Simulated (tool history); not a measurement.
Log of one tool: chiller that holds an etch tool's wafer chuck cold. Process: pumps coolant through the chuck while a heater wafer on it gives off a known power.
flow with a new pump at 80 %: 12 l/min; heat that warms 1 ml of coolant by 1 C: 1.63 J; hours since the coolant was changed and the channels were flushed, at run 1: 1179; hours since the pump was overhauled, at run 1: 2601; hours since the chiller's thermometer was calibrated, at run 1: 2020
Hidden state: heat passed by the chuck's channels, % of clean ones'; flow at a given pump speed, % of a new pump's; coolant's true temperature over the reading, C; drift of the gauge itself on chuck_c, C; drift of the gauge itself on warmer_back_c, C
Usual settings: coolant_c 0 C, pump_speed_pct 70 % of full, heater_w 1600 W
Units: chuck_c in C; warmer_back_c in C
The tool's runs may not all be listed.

| run | hour | coolant_c | pump_speed_pct | heater_w | hours since the coolant was changed and the channels were flushed | hours since the pump was overhauled | hours since the chiller's thermometer was calibrated | chuck_c | warmer_back_c |
|---|---|---|---|---|---|---|---|---|---|
| 1 | 0 | 0 | 70 | 1600 | 1179 | 2601 | 2020 | 17.9 | 6.23 |
| 2 | 65.8 | 0 | 70 | 1600 | 1244 | 2667 | 2086 | 18.1 | 6.25 |
| 3 | 151 | 0 | 70 | 1600 | 1330 | 2752 | 2171 | 18 | 6.3 |
| 4 | 215.8 | 0 | 70 | 1600 | 1394 | 2817 | 2236 | 18.1 | 6.28 |
| 5 | 268.7 | 0 | 70 | 1600 | 1447 | 2870 | 2289 | 18.5 | 6.34 |
| 6 | 357.1 | -7 | 63 | 1596 | 1536 | 2958 | 2377 | 13.2 | 7.17 |

Forecast run 7:
| 7 | 399.9 | -7 | 71 | 1444 | 1579 | 3001 | 2420 | ? | ? |

Run 7 gave chuck_c 9.4 C, warmer_back_c 5.71 C.
Without the tool's hidden state the same run would have given chuck_c 7.4 C, warmer_back_c 5.1 C.

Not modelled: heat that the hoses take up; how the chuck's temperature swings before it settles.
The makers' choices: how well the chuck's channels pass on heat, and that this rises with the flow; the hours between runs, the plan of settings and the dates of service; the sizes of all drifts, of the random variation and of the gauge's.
